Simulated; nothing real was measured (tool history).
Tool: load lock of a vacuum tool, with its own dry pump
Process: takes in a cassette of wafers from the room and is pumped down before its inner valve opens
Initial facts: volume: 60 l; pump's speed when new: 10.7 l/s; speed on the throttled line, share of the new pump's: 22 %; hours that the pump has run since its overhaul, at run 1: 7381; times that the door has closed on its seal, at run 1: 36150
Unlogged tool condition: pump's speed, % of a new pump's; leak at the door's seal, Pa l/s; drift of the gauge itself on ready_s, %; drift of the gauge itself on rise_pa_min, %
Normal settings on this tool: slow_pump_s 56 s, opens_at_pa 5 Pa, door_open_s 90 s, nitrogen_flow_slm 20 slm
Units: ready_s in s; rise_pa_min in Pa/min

| run | day | slow_pump_s | opens_at_pa | door_open_s | nitrogen_flow_slm | hours that the pump has run since its overhaul | times that the door has closed on its seal | incoming humidity of the room's air, % | ready_s | rise_pa_min |
|---|---|---|---|---|---|---|---|---|---|---|
| 1 | 0.000 | 56 | 5 | 90 | 20 | 7381 | 36150 | 45.0 | 105.9 | 0.131 |
| 2 | 15.908 | 56 | 5 | 90 | 6 | 7763 | 37649 | 41.9 | 105.3 | 0.146 |
| 3 | 40.721 | 81 | 5 | 90 | 20 | 8358 | 39987 | 47.2 | 124.7 | 0.156 |
| 4 | 60.300 | 81 | 5 | 90 | 20 | 8828 | 41831 | 47.2 | 124.7 | 0.161 |
| 5 | 75.462 | 81 | 5 | 90 | 20 | 9192 | 43260 | 41.9 | 125.4 | 0.168 |
| 6 | 98.021 | 81 | 5 | 90 | 20 | 9733 | 45386 | 43.9 | 125.5 | 0.183 |
| 7 | 113.254 | 81 | 5 | 90 | 20 | 10099 | 46821 | 45.0 | 126.1 | 0.188 |
|  | 124.875 | door's seal changed, seat wiped |
| 8 | 124.875 | 81 | 5 | 90 | 20 | 10376 | 0 | 42.2 | 127.1 | 0.030 |
| 9 | 145.004 | 81 | 5 | 90 | 20 | 10859 | 1897 | 47.4 | 126.9 | 0.035 |
| 10 | 171.067 | 56 | 5 | 90 | 20 | 11485 | 4352 | 43.0 | 108.6 | 0.030 |
| 11 | 191.179 | 56 | 5 | 90 | 20 | 11968 | 6248 | 46.9 | 109.5 | 0.039 |
| 12 | 218.642 | 56 | 5 | 90 | 20 | 12627 | 8835 | 46.3 | 108.1 | 0.041 |
|  | 240.825 | dry pump taken out, an overhauled one fitted |
| 13 | 242.246 | 56 | 5 | 90 | 20 | 34 | 11036 | 43.8 | 101.5 | 0.048 |
| 14 | 263.079 | 91 | 5 | 90 | 20 | 534 | 12999 | 48.0 | 129.9 | 0.052 |
| 15 | 288.829 | 74 | 6 | 90 | 34 | 1152 | 15425 | 46.1 | 113.8 | 0.052 |
| 16 | 315.792 | 35 | 5 | 203 | 20 | 1799 | 17965 | 47.7 | 86.0 | 0.082 |
| 17 | 331.904 | 35 | 5 | 203 | 20 | 2186 | 19484 | 42.9 | 86.6 | 0.079 |
| 18 | 348.242 | 35 | 5 | 203 | 20 | 2578 | 21023 | 43.2 | 87.5 | 0.081 |
| 19 | 373.983 | 42 | 6 | 90 | 20 | 3196 | 23448 | 42.3 | 90.9 | 0.077 |
| 20 | 399.404 | 42 | 6 | 90 | 16 | 3806 | 25844 | 41.9 | 91.5 | 0.088 |
| 21 | 422.033 | 96 | 6 | 90 | 16 | 4349 | 27976 | 45.9 | 133.3 | 0.107 |
| 22 | 436.725 | 49 | 6 | 26 | 8 | 4702 | 29360 | 45.0 | 97.2 | 0.097 |
| 23 | 459.279 | 108 | 5 | 79 | 20 | 5243 | 31485 | 44.0 | 146.1 | 0.111 |
| 24 | 484.117 | 92 | 5 | 90 | 7 | 5839 | 33825 | 44.0 | 132.4 | 0.133 |
| 25 | 496.867 | 41 | 8 | 42 | 45 | 6145 | 35027 | 45.9 | 91.7 | 0.119 |
| 26 | 519.608 | 56 | 4 | 90 | 9 | 6691 | 37170 | 44.3 | 107.3 | 0.153 |
| 27 | 544.454 | 56 | 4 | 90 | 9 | 7287 | 39511 | 45.3 | 107.9 | 0.154 |

Same runs, no hidden state in the tool, same run-to-run variation:
| run | ready_s | rise_pa_min |
|---|---|---|
| 1 | 101.0 | 0.027 |
| 2 | 100.2 | 0.034 |
| 3 | 119.9 | 0.034 |
| 4 | 119.6 | 0.025 |
| 5 | 120.0 | 0.025 |
| 6 | 119.8 | 0.029 |
| 7 | 120.1 | 0.027 |
| 8 | 120.9 | 0.029 |
| 9 | 120.5 | 0.032 |
| 10 | 100.8 | 0.023 |
| 11 | 101.3 | 0.029 |
| 12 | 99.5 | 0.027 |
| 13 | 100.4 | 0.029 |
| 14 | 128.8 | 0.028 |
| 15 | 112.3 | 0.023 |
| 16 | 83.7 | 0.046 |
| 17 | 84.0 | 0.037 |
| 18 | 84.6 | 0.035 |
| 19 | 87.8 | 0.023 |
| 20 | 88.0 | 0.024 |
| 21 | 130.5 | 0.033 |
| 22 | 93.2 | 0.020 |
| 23 | 142.8 | 0.023 |
| 24 | 128.5 | 0.036 |
| 25 | 86.7 | 0.017 |
| 26 | 101.8 | 0.034 |
| 27 | 101.8 | 0.029 |

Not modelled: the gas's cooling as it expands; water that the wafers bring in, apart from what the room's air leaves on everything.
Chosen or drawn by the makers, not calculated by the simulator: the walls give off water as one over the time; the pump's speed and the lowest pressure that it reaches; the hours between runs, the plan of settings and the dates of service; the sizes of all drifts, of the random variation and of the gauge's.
